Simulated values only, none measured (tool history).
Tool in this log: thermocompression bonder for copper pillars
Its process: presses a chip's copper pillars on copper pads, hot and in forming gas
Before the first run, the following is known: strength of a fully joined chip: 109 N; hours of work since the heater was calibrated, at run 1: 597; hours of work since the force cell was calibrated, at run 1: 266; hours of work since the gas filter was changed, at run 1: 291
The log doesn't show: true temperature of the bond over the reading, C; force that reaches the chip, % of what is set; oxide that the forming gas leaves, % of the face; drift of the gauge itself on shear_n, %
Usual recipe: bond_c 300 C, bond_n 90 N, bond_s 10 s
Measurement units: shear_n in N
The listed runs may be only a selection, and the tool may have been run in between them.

run	hour	bond_c	bond_n	bond_s	hours of work since the heater was calibrated	hours of work since the force cell was calibrated	hours of work since the gas filter was changed	shear_n
1	0.0	300	90	10	597	266	291	63.4
# hour 18.8: forming gas filter changed
# hour 27.9: heater calibrated with a thermocouple chip
2	38.3	300	90	10	6	286	10	63.6
3	69.0	300	90	10	23	303	27	62.6
4	95.8	300	90	10	38	317	41	63.3
5	135.0	300	90	10	59	339	63	62.8
6	165.3	300	101	10	76	356	80	69.4
7	193.6	300	90	10	92	372	95	63.3
8	211.3	300	90	10	101	381	105	63.0
9	241.6	300	90	10	118	398	122	63.4
10	270.9	312	90	10	134	414	138	68.4
11	293.7	312	90	10	147	427	151	70.6
12	329.2	312	90	10	166	446	170	69.8
13	360.7	312	90	10	184	464	188	69.0
14	400.1	312	90	10	206	486	210	68.2
15	435.2	306	90	10	225	505	229	65.8
16	457.8	300	90	10	238	518	241	63.4
17	495.0	300	90	10	258	538	262	63.4
18	531.4	300	100	20	278	558	282	80.1
19	554.9	300	100	20	291	571	295	81.4
# hour 565.6: forming gas filter changed
20	579.5	300	79	9	305	584	8	54.6
21	619.1	300	79	9	326	606	30	55.9
22	639.3	297	90	10	338	618	41	61.0
23	678.9	300	54	10	359	639	63	42.4
24	712.0	284	55	10	378	658	81	36.2
25	747.0	284	55	10	397	677	100	35.9
26	786.5	304	61	9	419	699	122	47.6
27	826.0	287	109	11	441	721	144	66.1
28	860.2	271	88	10	460	740	163	46.6
29	897.4	297	108	10	480	760	183	69.3
30	937.8	275	71	10	503	782	206	41.2
31	963.9	275	71	10	517	797	220	41.4
32	1000.9	275	71	10	537	817	241	41.4
33	1017.7	300	77	10	547	827	250	55.8

Run 34, settings as shown, results not yet in. Your forecast:
34	1052.0	313	104	6	566	846	269	?

{"run 34": {"shear_n": 66.2}}
Take away the tool's hidden state, keep the run-to-run variation as it was, and the same run would have given shear_n 65.8 N.
